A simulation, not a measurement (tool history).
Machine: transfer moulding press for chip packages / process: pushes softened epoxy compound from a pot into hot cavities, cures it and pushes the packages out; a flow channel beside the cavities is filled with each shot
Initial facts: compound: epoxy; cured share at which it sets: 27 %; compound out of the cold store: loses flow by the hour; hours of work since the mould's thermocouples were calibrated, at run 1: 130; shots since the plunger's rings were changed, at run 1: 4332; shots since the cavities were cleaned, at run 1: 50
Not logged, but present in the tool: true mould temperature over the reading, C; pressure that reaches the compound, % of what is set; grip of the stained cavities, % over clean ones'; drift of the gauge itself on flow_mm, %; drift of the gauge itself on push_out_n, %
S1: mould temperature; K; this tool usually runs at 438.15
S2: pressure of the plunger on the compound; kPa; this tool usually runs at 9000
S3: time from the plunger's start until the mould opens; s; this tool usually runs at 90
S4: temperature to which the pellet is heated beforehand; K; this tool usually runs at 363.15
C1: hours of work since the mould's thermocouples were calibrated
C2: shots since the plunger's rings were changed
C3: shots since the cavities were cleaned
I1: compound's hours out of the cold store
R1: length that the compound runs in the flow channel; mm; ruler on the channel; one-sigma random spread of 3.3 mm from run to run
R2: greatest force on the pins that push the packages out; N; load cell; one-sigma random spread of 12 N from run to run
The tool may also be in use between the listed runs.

| run | hour | S1 | S2 | S3 | S4 | C1 | C2 | C3 | I1 | R1 | R2 |
|---|---|---|---|---|---|---|---|---|---|---|---|
| 1 | 0.0 | 438.15 | 9000 | 90 | 363.15 | 130 | 4332 | 50 | 32.8 | 780 | 548 |
| 2 | 12.4 | 438.15 | 9000 | 90 | 363.15 | 139 | 4505 | 223 | 8.2 | 836 | 633 |
| 3 | 24.3 | 438.15 | 9000 | 90 | 363.15 | 148 | 4670 | 388 | 16.8 | 815 | 673 |
| 4 | 33.0 | 438.15 | 9000 | 97 | 363.15 | 154 | 4792 | 510 | 16.5 | 817 | 589 |
| 5 | 45.4 | 438.15 | 9000 | 97 | 363.15 | 163 | 4964 | 682 | 41.4 | 758 | 631 |
| 6 | 55.5 | 438.15 | 9000 | 97 | 363.15 | 171 | 5104 | 822 | 22.2 | 798 | 656 |
|  | 61.5 | plunger's sealing rings changed |
| 7 | 71.6 | 438.15 | 9000 | 97 | 363.15 | 181 | 141 | 1011 | 31.0 | 815 | 654 |
| 8 | 81.0 | 438.15 | 7830 | 90 | 363.15 | 188 | 271 | 1141 | 27.0 | 769 | 770 |
|  | 83.6 | cavities cleaned with cleaning compound and waxed |
| 9 | 92.5 | 438.15 | 9000 | 90 | 363.15 | 195 | 410 | 123 | 21.9 | 834 | 604 |
| 10 | 106.2 | 438.15 | 9000 | 90 | 363.15 | 205 | 601 | 314 | 39.2 | 793 | 638 |
| 11 | 115.5 | 438.15 | 7030 | 92 | 363.15 | 212 | 730 | 443 | 16.9 | 745 | 670 |
| 12 | 126.8 | 438.15 | 10210 | 84 | 363.15 | 221 | 888 | 601 | 44.6 | 823 | 814 |
|  | 129.7 | mould's thermocouples calibrated |
| 13 | 140.3 | 438.15 | 8750 | 90 | 367.15 | 8 | 1048 | 761 | 42.0 | 773 | 699 |
| 14 | 146.8 | 438.15 | 8750 | 90 | 367.15 | 13 | 1138 | 851 | 25.3 | 809 | 740 |
| 15 | 158.8 | 438.15 | 8750 | 93 | 367.15 | 22 | 1305 | 1018 | 8.2 | 848 | 750 |
|  | 169.1 | mould's thermocouples calibrated, once more |
|  | 172.2 | cavities cleaned with cleaning compound and waxed |
| 16 | 174.7 | 438.15 | 8750 | 93 | 366.15 | 3 | 1478 | 36 | 32.9 | 793 | 497 |
| 17 | 187.3 | 438.15 | 8750 | 93 | 366.15 | 12 | 1653 | 211 | 47.2 | 756 | 538 |

5 options for the next run, each taken on its own from the tool as it stands now. Forecast them:
| A | 201.9 | 438.15 | 7380 | 93 | 366.15 | 23 | 1856 | 414 | 20.0 | ? | ? |
| B | 201.9 | 438.15 | 8530 | 83 | 372.15 | 23 | 1856 | 414 | 14.0 | ? | ? |
| C | 201.9 | 438.15 | 7090 | 104 | 363.15 | 23 | 1856 | 414 | 33.3 | ? | ? |
| D | 201.9 | 438.15 | 9000 | 90 | 361.15 | 23 | 1856 | 414 | 19.8 | ? | ? |
| E | 201.9 | 432.15 | 9000 | 90 | 363.15 | 23 | 1856 | 414 | 20.0 | ? | ? |

| run | R1 | R2 |
|---|---|---|
| A | 744 | 593 |
| B | 815 | 754 |
| C | 709 | 498 |
| D | 829 | 656 |
| E | 841 | 999 |
The same runs, with their run-to-run variation unchanged, on a tool lacking any hidden condition would have given:
| run | R1 | R2 |
|---|---|---|
| A | 755 | 494 |
| B | 827 | 630 |
| C | 720 | 412 |
| D | 842 | 547 |
| E | 854 | 838 |
